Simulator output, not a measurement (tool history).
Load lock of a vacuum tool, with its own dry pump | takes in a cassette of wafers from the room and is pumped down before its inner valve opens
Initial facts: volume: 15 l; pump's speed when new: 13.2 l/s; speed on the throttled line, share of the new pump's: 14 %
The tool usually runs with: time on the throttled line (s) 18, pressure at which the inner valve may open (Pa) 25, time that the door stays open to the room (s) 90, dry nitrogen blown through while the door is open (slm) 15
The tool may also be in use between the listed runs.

| run | day | time on the throttled line (s) | pressure at which the inner valve may open (Pa) | time that the door stays open to the room (s) | dry nitrogen blown through while the door is open (slm) | incoming humidity of the room's air, % | time from the closed door until the inner valve may open (s) | rise of the pressure with all valves shut (Pa/min) |
|---|---|---|---|---|---|---|---|---|
| 1 | 0 | 18 | 25 | 90 | 15 | 44.8 | 26.1 | 0.069 |
| 2 | 5.479 | 18 | 25 | 90 | 15 | 47.2 | 26.2 | 0.067 |
| 3 | 12.2 | 18 | 25 | 90 | 15 | 43.1 | 25.7 | 0.067 |
| 4 | 16.967 | 18 | 25 | 90 | 15 | 44.7 | 25.5 | 0.072 |
| 5 | 21.108 | 18 | 25 | 59 | 15 | 46.9 | 25.5 | 0.062 |
| 6 | 28.025 | 18 | 25 | 90 | 15 | 45.2 | 25.6 | 0.078 |
| 7 | 34.521 | 18 | 25 | 90 | 15 | 44.7 | 26 | 0.07 |
| 8 | 38.446 | 18 | 25 | 90 | 15 | 46.8 | 25.9 | 0.071 |
| 9 | 43.704 | 18 | 33 | 90 | 15 | 50.9 | 25.3 | 0.077 |
| 10 | 49.454 | 18 | 33 | 90 | 15 | 46.3 | 25.9 | 0.075 |
| 11 | 53.442 | 18 | 25 | 90 | 5 | 45.9 | 26.4 | 0.087 |
| 12 | 60.492 | 18 | 25 | 90 | 5 | 47 | 25.8 | 0.09 |
| 13 | 65.746 | 18 | 25 | 90 | 5 | 45.3 | 26.2 | 0.096 |
| 14 | 72.754 | 18 | 25 | 90 | 15 | 46.4 | 25.8 | 0.079 |
| 15 | 78.646 | 18 | 25 | 60 | 15 | 45.7 | 25.9 | 0.075 |
| 16 | 83.854 | 18 | 49 | 90 | 15 | 46.3 | 24.8 | 0.081 |
| 17 | 91.367 | 18 | 21 | 90 | 15 | 46.6 | 26.6 | 0.086 |
| 18 | 96.054 | 18 | 21 | 90 | 15 | 47.4 | 26.5 | 0.085 |
| 19 | 101.879 | 18 | 21 | 90 | 15 | 45.3 | 26 | 0.086 |
| 20 | 108.233 | 18 | 43 | 90 | 15 | 45.5 | 25.6 | 0.09 |
| 21 | 112.321 | 18 | 43 | 90 | 15 | 44 | 25.5 | 0.095 |
| 22 | 115.908 | 36 | 43 | 90 | 5 | 46.8 | 40.6 | 0.103 |
| 23 | 123.188 | 11 | 19 | 90 | 15 | 46.3 | 20.6 | 0.093 |
| 24 | 128.683 | 31 | 46 | 90 | 15 | 44.6 | 36.3 | 0.094 |
| 25 | 132.479 | 31 | 46 | 90 | 15 | 46.3 | 36.4 | 0.096 |
| 26 | 138.546 | 31 | 46 | 90 | 15 | 42.2 | 36.4 | 0.093 |
| 27 | 144.638 | 31 | 46 | 90 | 15 | 44.2 | 36.9 | 0.095 |
| 28 | 149.858 | 31 | 46 | 90 | 15 | 43.5 | 36.4 | 0.095 |
| 29 | 157.708 | 13 | 25 | 90 | 15 | 49.2 | 21.8 | 0.108 |
| 30 | 163.617 | 35 | 19 | 149 | 5 | 46.3 | 41.2 | 0.128 |
| 31 | 171.338 | 16 | 33 | 90 | 15 | 44.9 | 24.5 | 0.101 |
| 32 | 177.879 | 16 | 33 | 90 | 15 | 44.9 | 24.3 | 0.105 |
| 33 | 185.779 | 16 | 33 | 90 | 15 | 45.9 | 24.4 | 0.107 |
| 34 | 191.258 | 18 | 37 | 90 | 10 | 47.5 | 25.7 | 0.117 |
| 35 | 198.942 | 19 | 25 | 52 | 13 | 46.5 | 27 | 0.101 |

Branching from run 35: 5 alternative next runs. What would each branch give?
| A | 205.4 | 19 | 25 | 32 | 13 | 43.4 | ? | ? |
| B | 205.4 | 18 | 38 | 157 | 15 | 48.9 | ? | ? |
| C | 205.4 | 24 | 33 | 52 | 25 | 43.3 | ? | ? |
| D | 205.4 | 18 | 20 | 50 | 30 | 46.4 | ? | ? |
| E | 205.4 | 18 | 49 | 90 | 5 | 44.4 | ? | ? |

| run | time from the closed door until the inner valve may open (s) | rise of the pressure with all valves shut (Pa/min) |
|---|---|---|
| A | 27.1 | 0.091 |
| B | 25.8 | 0.129 |
| C | 30.8 | 0.094 |
| D | 26.8 | 0.1 |
| E | 25.5 | 0.122 |
With the hidden condition removed and each run's random variation left untouched, the same runs would have given:
| run | time from the closed door until the inner valve may open (s) | rise of the pressure with all valves shut (Pa/min) |
|---|---|---|
| A | 25.8 | 0.03 |
| B | 24.6 | 0.068 |
| C | 29.7 | 0.032 |
| D | 25.4 | 0.038 |
| E | 24.3 | 0.06 |
